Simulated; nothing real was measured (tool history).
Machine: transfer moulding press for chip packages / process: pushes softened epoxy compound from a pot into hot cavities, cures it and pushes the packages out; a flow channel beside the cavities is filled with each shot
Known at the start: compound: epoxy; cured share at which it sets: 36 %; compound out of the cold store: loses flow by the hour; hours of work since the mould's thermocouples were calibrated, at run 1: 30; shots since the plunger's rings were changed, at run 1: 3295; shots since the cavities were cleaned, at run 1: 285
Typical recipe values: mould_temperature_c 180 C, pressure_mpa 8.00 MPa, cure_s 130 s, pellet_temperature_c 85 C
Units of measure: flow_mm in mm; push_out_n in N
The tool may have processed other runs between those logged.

run   hour  mould_temperature_c  pressure_mpa  cure_s  pellet_temperature_c  hours of work since the mould's thermocouples were calibrated  shots since the plunger's rings were changed  shots since the cavities were cleaned  incoming compound's hours out of the cold store  flow_mm  push_out_n
  1    0.0                  180          8.00     130                    85                                                             30                                          3295                                    285                                             25.8      927         351
  2   14.7                  180          8.00     130                    85                                                             37                                          3385                                    375                                             24.6      912         377
  3   24.1                  180          8.00     130                    85                                                             41                                          3442                                    432                                             44.7      862         388
      30.6  -- cavities cleaned with cleaning compound and waxed
  4   40.9                  180          8.00     130                    85                                                             47                                          3535                                     63                                             47.1      869         408
  5   48.8                  180          8.00     130                    79                                                             51                                          3583                                    111                                             46.1      855         409
  6   62.3                  180          8.00     130                    79                                                             56                                          3665                                    193                                             46.7      856         419
  7   75.6                  180          8.00     130                    85                                                             62                                          3746                                    274                                             46.1      870         426
  8   92.2                  180          8.00     130                    85                                                             69                                          3847                                    375                                             33.1      880         448
  9  104.9                  180          8.00     130                    85                                                             75                                          3924                                    452                                             38.6      872         440
     108.8  -- cavities cleaned with cleaning compound and waxed
     112.1  -- cavities cleaned with cleaning compound and waxed, once more
 10  122.3                  180          6.34     130                    85                                                             81                                          4012                                     62                                             15.3      831         299
 11  129.4                  180          8.00     154                    85                                                             84                                          4055                                    105                                             39.5      874         301
 12  145.8                  180          8.00     154                    85                                                             91                                          4155                                    205                                             40.8      853         305
 13  160.1                  180          8.00     130                    85                                                             97                                          4242                                    292                                             16.4      935         366
 14  169.3                  180          8.00     130                    85                                                            101                                          4298                                    348                                             14.0      927         364
 15  184.5                  180          8.00     130                    85                                                            108                                          4391                                    441                                             41.0      861         377
     189.4  -- cavities cleaned with cleaning compound and waxed
 16  193.5                  176          8.67     130                    85                                                            111                                          4436                                     25                                             36.2      931         343

Predict the results of run 17:
 17  208.6                  176          8.67     130                    85                                                            118                                          4528                                    117                                             45.0        ?           ?

{"run 17": {"flow_mm": 896, "push_out_n": 374}}
On a tool with no hidden condition, and with the same random variation, this run would have come out at flow_mm 972 mm, push_out_n 337 N.
